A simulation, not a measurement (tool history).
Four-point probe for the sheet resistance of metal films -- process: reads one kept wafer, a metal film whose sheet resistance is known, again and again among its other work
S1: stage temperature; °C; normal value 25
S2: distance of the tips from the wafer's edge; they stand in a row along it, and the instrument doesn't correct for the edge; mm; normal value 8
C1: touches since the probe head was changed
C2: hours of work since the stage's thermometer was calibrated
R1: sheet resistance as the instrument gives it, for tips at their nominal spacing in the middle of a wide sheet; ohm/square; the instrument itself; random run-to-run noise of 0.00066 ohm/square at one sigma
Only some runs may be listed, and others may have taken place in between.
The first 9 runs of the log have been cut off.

run 10 day=15.971 | S1=25 S2=8 | C1=9921 C2=807 | R1=3.301266
run 11 day=17.446 | S1=25 S2=8 | C1=10485 C2=825 | R1=3.302474
run 12 day=19.412 | S1=25 S2=8 | C1=11238 C2=849 | R1=3.302627
run 13 day=20.354 | S1=33 S2=8 | C1=11599 C2=860 | R1=3.322939
run 14 day=21.762 | S1=25 S2=7 | C1=12138 C2=877 | R1=3.311123
run 15 day=23.146 | S1=31 S2=8 | C1=12667 C2=894 | R1=3.317142
run 16 day=25.021 | S1=31 S2=8 | C1=13386 C2=917 | R1=3.318535
run 17 day=27.271 | S1=30 S2=8 | C1=14247 C2=944 | R1=3.315506
run 18 day=28.288 | S1=18 S2=4 | C1=14636 C2=956 | R1=3.364282
run 19 day=30.062 | S1=18 S2=4 | C1=15314 C2=977 | R1=3.363604
run 20 day=31.683 | S1=18 S2=4 | C1=15936 C2=997 | R1=3.363887
run 21 day=33.758 | S1=18 S2=4 | C1=16730 C2=1022 | R1=3.363871
run 22 day=35.925 | S1=28 S2=4 | C1=17559 C2=1048 | R1=3.390822
run 23 day=37.292 | S1=22 S2=4 | C1=18082 C2=1065 | R1=3.376562
run 24 day=39.358 | S1=25 S2=6 | C1=18873 C2=1090 | R1=3.326590
run 25 day=41.171 | S1=33 S2=8 | C1=19567 C2=1111 | R1=3.325421
run 26 day=42.233 | S1=26 S2=9 | C1=19974 C2=1124 | R1=3.302019
run 27 day=43.838 | S1=25 S2=22 | C1=20588 C2=1144 | R1=3.283062
run 28 day=44.983 | S1=31 S2=31 | C1=21027 C2=1157 | R1=3.295649
run 29 day=46.475 | S1=31 S2=25 | C1=21598 C2=1175 | R1=3.297211
run 30 day=48.775 | S1=20 S2=18 | C1=22478 C2=1203 | R1=3.270800

Forecast run 31:
run 31 day=50.154 | S1=26 S2=18 | C1=23006 C2=1220 | R1=?

Run 31 came out at R1 3.286152 ohm/square.
On a tool with no hidden condition, and with the same random variation, this run would have come out at R1 3.269944 ohm/square.

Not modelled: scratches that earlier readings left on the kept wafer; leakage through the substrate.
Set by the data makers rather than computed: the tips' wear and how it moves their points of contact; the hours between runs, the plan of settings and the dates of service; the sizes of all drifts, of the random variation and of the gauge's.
